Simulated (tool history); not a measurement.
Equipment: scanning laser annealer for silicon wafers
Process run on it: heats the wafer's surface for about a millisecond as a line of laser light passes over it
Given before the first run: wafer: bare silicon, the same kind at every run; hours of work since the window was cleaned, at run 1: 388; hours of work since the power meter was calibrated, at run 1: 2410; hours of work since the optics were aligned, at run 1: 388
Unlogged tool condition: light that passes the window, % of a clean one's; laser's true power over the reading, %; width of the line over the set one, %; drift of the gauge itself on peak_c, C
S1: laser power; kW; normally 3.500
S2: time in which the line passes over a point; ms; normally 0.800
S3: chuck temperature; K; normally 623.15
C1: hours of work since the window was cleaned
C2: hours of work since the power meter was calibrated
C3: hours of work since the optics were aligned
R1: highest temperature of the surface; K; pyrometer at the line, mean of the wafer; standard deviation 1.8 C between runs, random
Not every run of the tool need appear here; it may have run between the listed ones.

run 1 day=0.000 | S1=3.500 S2=0.800 S3=623.15 | C1=388 C2=2410 C3=388 | R1=1282.15
run 2 day=1.658 | S1=3.500 S2=0.703 S3=623.15 | C1=417 C2=2439 C3=417 | R1=1243.15
run 3 day=5.025 | S1=3.500 S2=0.703 S3=623.15 | C1=477 C2=2499 C3=477 | R1=1241.15
run 4 day=7.500 | S1=3.500 S2=0.703 S3=623.15 | C1=521 C2=2543 C3=521 | R1=1235.15
-- day=8.046 window over the wafer cleaned
run 5 day=9.679 | S1=3.500 S2=0.703 S3=623.15 | C1=29 C2=2580 C3=558 | R1=1263.15
run 6 day=11.425 | S1=3.500 S2=0.800 S3=623.15 | C1=60 C2=2611 C3=589 | R1=1297.15
run 7 day=13.542 | S1=3.500 S2=0.609 S3=623.15 | C1=97 C2=2648 C3=626 | R1=1221.15
run 8 day=15.996 | S1=3.500 S2=0.609 S3=623.15 | C1=141 C2=2692 C3=670 | R1=1219.15
run 9 day=17.946 | S1=3.500 S2=0.662 S3=623.15 | C1=175 C2=2726 C3=704 | R1=1236.15
run 10 day=20.350 | S1=3.500 S2=0.800 S3=623.15 | C1=218 C2=2769 C3=747 | R1=1287.15
run 11 day=24.188 | S1=3.500 S2=0.800 S3=623.15 | C1=286 C2=2837 C3=815 | R1=1283.15
run 12 day=26.888 | S1=3.488 S2=0.800 S3=623.15 | C1=334 C2=2885 C3=863 | R1=1276.15
run 13 day=28.879 | S1=3.500 S2=0.631 S3=610.15 | C1=369 C2=2920 C3=898 | R1=1201.15
run 14 day=32.308 | S1=3.500 S2=0.631 S3=610.15 | C1=430 C2=2981 C3=959 | R1=1193.15
run 15 day=35.546 | S1=3.500 S2=0.631 S3=610.15 | C1=487 C2=3038 C3=1016 | R1=1191.15
-- day=37.921 window over the wafer cleaned
run 16 day=39.225 | S1=3.500 S2=0.631 S3=610.15 | C1=23 C2=3102 C3=1080 | R1=1212.15

The next listed run, before its measurement:
run 17 day=43.042 | S1=3.555 S2=0.811 S3=609.15 | C1=91 C2=3170 C3=1148 | R1=?

Run 17 gave R1 1284.15 K.
Were there no unlogged condition in the tool, this run, its random variation unchanged, would have produced R1 1327.15 K.
